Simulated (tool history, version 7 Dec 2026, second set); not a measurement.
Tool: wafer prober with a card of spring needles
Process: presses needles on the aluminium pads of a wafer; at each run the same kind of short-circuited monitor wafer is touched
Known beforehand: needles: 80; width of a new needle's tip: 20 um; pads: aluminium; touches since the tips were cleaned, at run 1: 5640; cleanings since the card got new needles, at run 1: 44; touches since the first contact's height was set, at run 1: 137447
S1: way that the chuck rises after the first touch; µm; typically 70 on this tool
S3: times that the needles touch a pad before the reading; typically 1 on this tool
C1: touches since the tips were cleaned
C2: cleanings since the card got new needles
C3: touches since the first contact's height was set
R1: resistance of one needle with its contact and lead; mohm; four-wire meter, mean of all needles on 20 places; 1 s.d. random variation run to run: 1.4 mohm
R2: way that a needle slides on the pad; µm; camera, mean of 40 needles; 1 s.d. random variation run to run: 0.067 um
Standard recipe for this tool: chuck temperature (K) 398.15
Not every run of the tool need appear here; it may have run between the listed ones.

run 1 day=0.000 | S1=70 chuck_temperature_(K)=398.15 S3=1 | C1=5640 C2=44 C3=137447 | R1=127 R2=18.73
-- day=0.067 tips cleaned on abrasive film
run 2 day=0.571 | S1=70 chuck_temperature_(K)=368.15 S3=1 | C1=5442 C2=45 C3=143578 | R1=126 R2=18.78
-- day=0.638 tips cleaned on abrasive film
-- day=1.212 tips cleaned on abrasive film
run 3 day=1.371 | S1=70 chuck_temperature_(K)=398.15 S3=1 | C1=1707 C2=47 C3=152147 | R1=132 R2=18.66
-- day=1.779 tips cleaned on abrasive film
run 4 day=1.808 | S1=70 chuck_temperature_(K)=398.15 S3=1 | C1=280 C2=48 C3=156824 | R1=130 R2=18.65
-- day=2.350 tips cleaned on abrasive film
run 5 day=2.396 | S1=70 chuck_temperature_(K)=398.15 S3=1 | C1=480 C2=49 C3=163156 | R1=130 R2=18.59
-- day=2.958 tips cleaned on abrasive film
run 6 day=3.104 | S1=70 chuck_temperature_(K)=398.15 S3=1 | C1=1606 C2=50 C3=170800 | R1=128 R2=18.56
-- day=3.542 tips cleaned on abrasive film
run 7 day=3.954 | S1=70 chuck_temperature_(K)=398.15 S3=1 | C1=4473 C2=51 C3=179928 | R1=132 R2=18.55
-- day=4.133 tips cleaned on abrasive film
run 8 day=4.562 | S1=70 chuck_temperature_(K)=310.15 S3=1 | C1=4672 C2=52 C3=186495 | R1=114 R2=18.77
-- day=4.704 tips cleaned on abrasive film
-- day=5.300 tips cleaned on abrasive film
-- day=5.312 height of the first contact set anew
run 9 day=5.312 | S1=70 chuck_temperature_(K)=310.15 S3=1 | C1=0 C2=54 C3=0 | R1=119 R2=18.59
run 10 day=5.783 | S1=70 chuck_temperature_(K)=398.15 S3=1 | C1=5100 C2=54 C3=5100 | R1=130 R2=18.70
-- day=5.933 tips cleaned on abrasive film
run 11 day=6.196 | S1=87 chuck_temperature_(K)=398.15 S3=1 | C1=2847 C2=55 C3=9514 | R1=126 R2=23.04
-- day=6.517 tips cleaned on abrasive film
run 12 day=6.758 | S1=60 chuck_temperature_(K)=398.15 S3=1 | C1=2607 C2=56 C3=15548 | R1=132 R2=15.85
-- day=7.146 tips cleaned on abrasive film
run 13 day=7.596 | S1=60 chuck_temperature_(K)=398.15 S3=1 | C1=4859 C2=57 C3=24559 | R1=133 R2=15.81
-- day=7.750 tips cleaned on abrasive film
-- day=8.321 tips cleaned on abrasive film
run 14 day=8.475 | S1=71 chuck_temperature_(K)=300.15 S3=1 | C1=1641 C2=59 C3=33974 | R1=118 R2=18.62
-- day=8.925 tips cleaned on abrasive film
run 15 day=9.004 | S1=82 chuck_temperature_(K)=300.15 S3=1 | C1=833 C2=60 C3=39662 | R1=112 R2=21.57
-- day=9.492 tips cleaned on abrasive film
run 16 day=9.492 | S1=74 chuck_temperature_(K)=323.15 S3=2 | C1=0 C2=61 C3=44897 | R1=118 R2=19.46
-- day=10.125 tips cleaned on abrasive film
run 17 day=10.221 | S1=88 chuck_temperature_(K)=307.15 S3=1 | C1=1032 C2=62 C3=52736 | R1=113 R2=23.18
run 18 day=10.617 | S1=50 chuck_temperature_(K)=307.15 S3=1 | C1=5353 C2=62 C3=57057 | R1=123 R2=13.23
-- day=10.738 tips cleaned on abrasive film
run 19 day=11.275 | S1=72 chuck_temperature_(K)=334.15 S3=1 | C1=5796 C2=63 C3=64106 | R1=121 R2=18.85
-- day=11.346 tips cleaned on abrasive film
-- day=11.958 tips cleaned on abrasive film
run 20 day=12.100 | S1=62 chuck_temperature_(K)=394.15 S3=1 | C1=1526 C2=65 C3=72970 | R1=131 R2=16.32
-- day=12.562 tips cleaned on abrasive film
run 21 day=12.842 | S1=70 chuck_temperature_(K)=371.15 S3=1 | C1=2998 C2=66 C3=80927 | R1=127 R2=18.29
-- day=13.179 tips cleaned on abrasive film
run 22 day=13.208 | S1=88 chuck_temperature_(K)=334.15 S3=1 | C1=313 C2=67 C3=84877 | R1=116 R2=22.99
-- day=13.746 tips cleaned on abrasive film
run 23 day=13.783 | S1=72 chuck_temperature_(K)=304.15 S3=2 | C1=395 C2=68 C3=91029 | R1=114 R2=18.98
run 24 day=14.188 | S1=72 chuck_temperature_(K)=304.15 S3=2 | C1=4774 C2=68 C3=95408 | R1=114 R2=18.88
-- day=14.346 tips cleaned on abrasive film
-- day=14.654 gauge calibrated
run 25 day=14.654 | S1=89 chuck_temperature_(K)=389.15 S3=1 | C1=3354 C2=69 C3=100446 | R1=125 R2=23.76
-- day=14.929 tips cleaned on abrasive film
run 26 day=15.375 | S1=85 chuck_temperature_(K)=352.15 S3=1 | C1=4830 C2=70 C3=108194 | R1=118 R2=22.75

Each row is a separate what-if for the run after 26, all from the same tool condition, not one after another. Results?
-- day=15.517 tips cleaned on abrasive film
-- day=16.083 tips cleaned on abrasive film
run A day=16.179 | S1=82 chuck_temperature_(K)=303.15 S3=2 | C1=1033 C2=72 C3=116807 | R1=? R2=?
-- day=15.517 tips cleaned on abrasive film
-- day=16.083 tips cleaned on abrasive film
run B day=16.179 | S1=72 chuck_temperature_(K)=398.15 S3=1 | C1=1033 C2=72 C3=116807 | R1=? R2=?
-- day=15.517 tips cleaned on abrasive film
-- day=16.083 tips cleaned on abrasive film
run C day=16.179 | S1=85 chuck_temperature_(K)=390.15 S3=1 | C1=1033 C2=72 C3=116807 | R1=? R2=?

run=A R1=115 R2=21.91
run=B R1=131 R2=19.16
run=C R1=124 R2=22.64
Without the tool's unlogged condition, the same runs would have read:
run=A R1=115 R2=21.96
run=B R1=131 R2=19.20
run=C R1=124 R2=22.69
